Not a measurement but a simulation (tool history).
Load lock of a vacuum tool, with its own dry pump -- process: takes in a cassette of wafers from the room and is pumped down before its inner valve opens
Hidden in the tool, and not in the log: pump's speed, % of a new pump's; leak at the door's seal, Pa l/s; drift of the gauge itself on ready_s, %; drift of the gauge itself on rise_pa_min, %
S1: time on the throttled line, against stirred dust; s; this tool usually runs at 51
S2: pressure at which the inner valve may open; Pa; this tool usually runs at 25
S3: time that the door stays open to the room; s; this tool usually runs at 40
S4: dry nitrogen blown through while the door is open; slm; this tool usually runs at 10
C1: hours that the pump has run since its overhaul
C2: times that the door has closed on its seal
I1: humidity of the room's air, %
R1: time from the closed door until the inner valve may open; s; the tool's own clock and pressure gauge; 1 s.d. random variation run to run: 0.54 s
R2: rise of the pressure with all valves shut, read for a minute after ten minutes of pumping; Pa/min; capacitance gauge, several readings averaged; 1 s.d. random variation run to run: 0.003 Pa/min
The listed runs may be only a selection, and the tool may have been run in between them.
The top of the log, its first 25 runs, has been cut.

Run 26, day 311.550: usual settings but S1 101 s, S2 47 Pa, S3 32 s; C1 8861; C2 21377; I1 43.7. Result: R1 116.3 s, R2 0.282 Pa/min.
Run 27, day 324.896: usual settings but S1 29 s, S3 97 s; C1 9182; C2 22274; I1 46.1. Result: R1 58.4 s, R2 0.322 Pa/min.
Run 28, day 334.567: usual settings but S1 29 s, S3 97 s; C1 9414; C2 22925; I1 43.2. Result: R1 58.1 s, R2 0.331 Pa/min.
Run 29, day 344.675: usual settings but S1 32 s, S3 140 s; C1 9656; C2 23605; I1 43.8. Result: R1 61.6 s, R2 0.364 Pa/min.
Run 30, day 358.133: usual settings but S1 32 s, S3 140 s; C1 9979; C2 24511; I1 47.3. Result: R1 61.1 s, R2 0.391 Pa/min.
Run 31, day 371.508: usual settings but S1 32 s, S3 140 s; C1 10300; C2 25410; I1 42.4. Result: R1 61.0 s, R2 0.402 Pa/min.
Run 32, day 387.142: usual settings but S1 32 s, S3 115 s, S4 7 slm; C1 10675; C2 26462; I1 45.4. Result: R1 61.7 s, R2 0.423 Pa/min.
Run 33, day 397.758: usual settings but S2 33 Pa, S3 84 s; C1 10930; C2 27177; I1 42.4. Result: R1 75.3 s, R2 0.421 Pa/min.
Run 34, day 412.983: usual settings but S2 26 Pa, S3 91 s; C1 11296; C2 28201; I1 45.2. Result: R1 77.1 s, R2 0.447 Pa/min.
Run 35, day 422.379: usual settings but S2 26 Pa, S3 91 s; C1 11521; C2 28833; I1 42.1. Result: R1 76.4 s, R2 0.463 Pa/min.
Run 36, day 439.704: usual settings but S1 95 s, S2 19 Pa, S3 173 s; C1 11937; C2 29998; I1 43.4. Result: R1 115.7 s, R2 0.509 Pa/min.
Run 37, day 449.512: usual settings but S2 29 Pa, S3 29 s; C1 12172; C2 30658; I1 43.8. Result: R1 76.4 s, R2 0.482 Pa/min.
Run 38, day 464.012: usual settings but S1 86 s, S3 44 s, S4 4 slm; C1 12520; C2 31634; I1 41.9. Result: R1 106.6 s, R2 0.516 Pa/min.

What if the next run were any one of these 3? Each begins from the tool's condition after run 38:
Run A, day 479.704: usual settings but S1 31 s, S2 34 Pa; C1 12897; C2 32690; I1 44.8. Result: R1 ?, R2 ?.
Run B, day 479.704: usual settings but S1 55 s, S2 19 Pa; C1 12897; C2 32690; I1 44.0. Result: R1 ?, R2 ?.
Run C, day 479.704: usual settings but S1 86 s, S2 22 Pa, S3 25 s, S4 4 slm; C1 12897; C2 32690; I1 44.5. Result: R1 ?, R2 ?.

run     R1     R2
  A   58.9  0.549
  B   81.6  0.551
  C  106.9  0.539
The same runs, with their run-to-run variation unchanged, on a tool lacking any hidden condition would have given:
run     R1     R2
  A   55.4  0.039
  B   78.3  0.030
  C  104.3  0.024
